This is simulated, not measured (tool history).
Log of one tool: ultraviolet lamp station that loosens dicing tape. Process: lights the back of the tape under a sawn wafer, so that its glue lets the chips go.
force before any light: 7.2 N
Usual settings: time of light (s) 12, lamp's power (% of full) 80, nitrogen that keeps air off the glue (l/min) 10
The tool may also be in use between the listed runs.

run   hour  time of light (s)  lamp's power (% of full)  nitrogen that keeps air off the glue (l/min)  force that peels the tape off (N)  light that reached the tape (mJ/cm2)
  1    0.0                 12                        80                                            10                              1.223                                   287
  2   17.9                 12                        80                                            10                              1.317                                   283
  3   60.5                 12                        80                                            19                              0.991                                   279
  4   95.5                 12                        80                                            19                              1.037                                   273
  5  126.6                 12                        80                                            19                              1.059                                   271
  6  148.4                 15                        80                                            19                              0.695                                   340
  7  178.8                 15                        80                                             4                              1.662                                   336
  8  198.6                 15                        80                                             4                              1.669                                   329
  9  235.2                 15                        76                                             4                              1.828                                   308
 10  270.7                 15                        76                                             4                              1.785                                   307
 11  292.1                 12                        80                                             3                              2.565                                   252
 12  313.3                 11                        80                                             3                              2.908                                   227
 13  343.7                 18                        65                                            10                              1.193                                   299
 14  378.4                 18                        65                                            10                              1.204                                   297
 15  403.2                 18                        65                                            10                              1.269                                   289
 16  426.4                 17                        64                                             9                              1.559                                   264
 17  468.8                 10                        86                                             9                              2.052                                   206
 18  491.5                 22                        80                                             3                              1.340                                   422
 19  521.1                 21                        80                                            14                              0.555                                   395
 20  556.8                 22                        98                                            19                              0.281                                   496
 21  576.7                 22                        98                                            19                              0.301                                   485

The next listed run, before its measurement:
     600.5  -- lamp changed
 22  610.7                 22                        98                                            19                                  ?                                     ?

{"run 22": {"force that peels the tape off (N)": 0.117, "light that reached the tape (mJ/cm2)": 775}}
Without the tool's hidden state the same run would have given force that peels the tape off (N) 0.107, light that reached the tape (mJ/cm2) 851.
